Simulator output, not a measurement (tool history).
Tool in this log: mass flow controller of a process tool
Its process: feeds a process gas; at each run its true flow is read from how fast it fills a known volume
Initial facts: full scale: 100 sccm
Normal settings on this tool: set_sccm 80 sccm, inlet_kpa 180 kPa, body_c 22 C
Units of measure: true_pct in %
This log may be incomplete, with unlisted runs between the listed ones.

{"run": 1, "hour": 0.0, "set_sccm": 80, "inlet_kpa": 180, "body_c": 22, "true_pct": 99.48}
{"run": 2, "hour": 78.3, "set_sccm": 24, "inlet_kpa": 180, "body_c": 22, "true_pct": 97.96}
{"run": 3, "hour": 141.7, "set_sccm": 24, "inlet_kpa": 180, "body_c": 22, "true_pct": 97.97}
{"run": 4, "hour": 178.3, "set_sccm": 80, "inlet_kpa": 180, "body_c": 22, "true_pct": 99.5}
{"run": 5, "hour": 223.2, "set_sccm": 14, "inlet_kpa": 180, "body_c": 22, "true_pct": 97.99}
{"run": 6, "hour": 268.6, "set_sccm": 14, "inlet_kpa": 180, "body_c": 22, "true_pct": 98.0}
{"run": 7, "hour": 342.4, "set_sccm": 14, "inlet_kpa": 180, "body_c": 22, "true_pct": 97.97}
{"run": 8, "hour": 408.0, "set_sccm": 14, "inlet_kpa": 180, "body_c": 22, "true_pct": 98.05}
{"run": 9, "hour": 467.0, "set_sccm": 80, "inlet_kpa": 180, "body_c": 22, "true_pct": 99.57}
{"run": 10, "hour": 545.3, "set_sccm": 80, "inlet_kpa": 180, "body_c": 20, "true_pct": 99.5}
{"run": 11, "hour": 618.7, "set_sccm": 80, "inlet_kpa": 180, "body_c": 20, "true_pct": 99.41}
{"run": 12, "hour": 699.3, "set_sccm": 80, "inlet_kpa": 180, "body_c": 22, "true_pct": 99.59}
{"run": 13, "hour": 750.7, "set_sccm": 80, "inlet_kpa": 180, "body_c": 22, "true_pct": 99.57}
{"run": 14, "hour": 811.3, "set_sccm": 80, "inlet_kpa": 180, "body_c": 22, "true_pct": 99.68}
{"run": 15, "hour": 888.7, "set_sccm": 80, "inlet_kpa": 180, "body_c": 22, "true_pct": 99.71}
{"run": 16, "hour": 953.7, "set_sccm": 80, "inlet_kpa": 180, "body_c": 22, "true_pct": 99.64}
{"run": 17, "hour": 991.0, "set_sccm": 80, "inlet_kpa": 180, "body_c": 22, "true_pct": 99.62}
{"run": 18, "hour": 1070.1, "set_sccm": 80, "inlet_kpa": 180, "body_c": 22, "true_pct": 99.66}
{"run": 19, "hour": 1111.2, "set_sccm": 80, "inlet_kpa": 180, "body_c": 22, "true_pct": 99.48}
{"run": 20, "hour": 1163.3, "set_sccm": 80, "inlet_kpa": 180, "body_c": 22, "true_pct": 99.63}
{"run": 21, "hour": 1215.0, "set_sccm": 10, "inlet_kpa": 267, "body_c": 22, "true_pct": 97.96}
{"run": 22, "hour": 1286.7, "set_sccm": 84, "inlet_kpa": 180, "body_c": 22, "true_pct": 99.66}
{"run": 23, "hour": 1332.7, "set_sccm": 15, "inlet_kpa": 180, "body_c": 40, "true_pct": 99.54}
{"run": 24, "hour": 1411.9, "set_sccm": 47, "inlet_kpa": 235, "body_c": 32, "true_pct": 98.93}
{"run": 25, "hour": 1448.8, "set_sccm": 80, "inlet_kpa": 183, "body_c": 27, "true_pct": 100.1}
{"run": 26, "hour": 1494.7, "set_sccm": 19, "inlet_kpa": 144, "body_c": 22, "true_pct": 98.73}
{"run": 27, "hour": 1581.4, "set_sccm": 26, "inlet_kpa": 162, "body_c": 31, "true_pct": 99.05}
{"run": 28, "hour": 1663.3, "set_sccm": 18, "inlet_kpa": 250, "body_c": 25, "true_pct": 98.0}
{"run": 29, "hour": 1703.8, "set_sccm": 80, "inlet_kpa": 239, "body_c": 20, "true_pct": 99.08}
{"run": 30, "hour": 1741.7, "set_sccm": 80, "inlet_kpa": 161, "body_c": 22, "true_pct": 99.9}
{"run": 31, "hour": 1811.1, "set_sccm": 38, "inlet_kpa": 141, "body_c": 35, "true_pct": 99.79}
{"run": 32, "hour": 1886.1, "set_sccm": 38, "inlet_kpa": 141, "body_c": 35, "true_pct": 99.65}
{"run": 33, "hour": 1928.6, "set_sccm": 38, "inlet_kpa": 141, "body_c": 35, "true_pct": 99.84}
{"run": 34, "hour": 1994.2, "set_sccm": 54, "inlet_kpa": 175, "body_c": 26, "true_pct": 99.33}
{"run": 35, "hour": 2063.2, "set_sccm": 54, "inlet_kpa": 175, "body_c": 26, "true_pct": 99.3}
{"run": 36, "hour": 2114.8, "set_sccm": 54, "inlet_kpa": 175, "body_c": 33, "true_pct": 99.64}
{"run": 37, "hour": 2190.8, "set_sccm": 54, "inlet_kpa": 175, "body_c": 33, "true_pct": 99.79}
{"run": 38, "hour": 2231.9, "set_sccm": 33, "inlet_kpa": 269, "body_c": 37, "true_pct": 98.96}
{"run": 39, "hour": 2274.2, "set_sccm": 33, "inlet_kpa": 269, "body_c": 37, "true_pct": 98.76}

Subtracting, for every run, the result it would have given without the tool's unlogged condition from the measured result gives the following. The same run-to-run variation enters both numbers; the gauge's scatter may not:
Unlogged tool condition in this case: flow at rest that the sensor doesn't see, % of full scale; true flow over the shown one, %; drift of the gauge itself on true_pct, %.
run=1 true_pct=+0.24
run=2 true_pct=+0.54
run=3 true_pct=+0.56
run=4 true_pct=+0.26
run=5 true_pct=+0.91
run=6 true_pct=+0.92
run=7 true_pct=+0.95
run=8 true_pct=+0.98
run=9 true_pct=+0.29
run=10 true_pct=+0.31
run=11 true_pct=+0.31
run=12 true_pct=+0.32
run=13 true_pct=+0.33
run=14 true_pct=+0.33
run=15 true_pct=+0.35
run=16 true_pct=+0.35
run=17 true_pct=+0.36
run=18 true_pct=+0.37
run=19 true_pct=+0.37
run=20 true_pct=+0.38
run=21 true_pct=+1.71
run=22 true_pct=+0.39
run=23 true_pct=+1.26
run=24 true_pct=+0.56
run=25 true_pct=+0.42
run=26 true_pct=+1.08
run=27 true_pct=+0.87
run=28 true_pct=+1.18
run=29 true_pct=+0.45
run=30 true_pct=+0.45
run=31 true_pct=+0.71
run=32 true_pct=+0.72
run=33 true_pct=+0.73
run=34 true_pct=+0.60
run=35 true_pct=+0.61
run=36 true_pct=+0.61
run=37 true_pct=+0.63
run=38 true_pct=+0.86
run=39 true_pct=+0.87
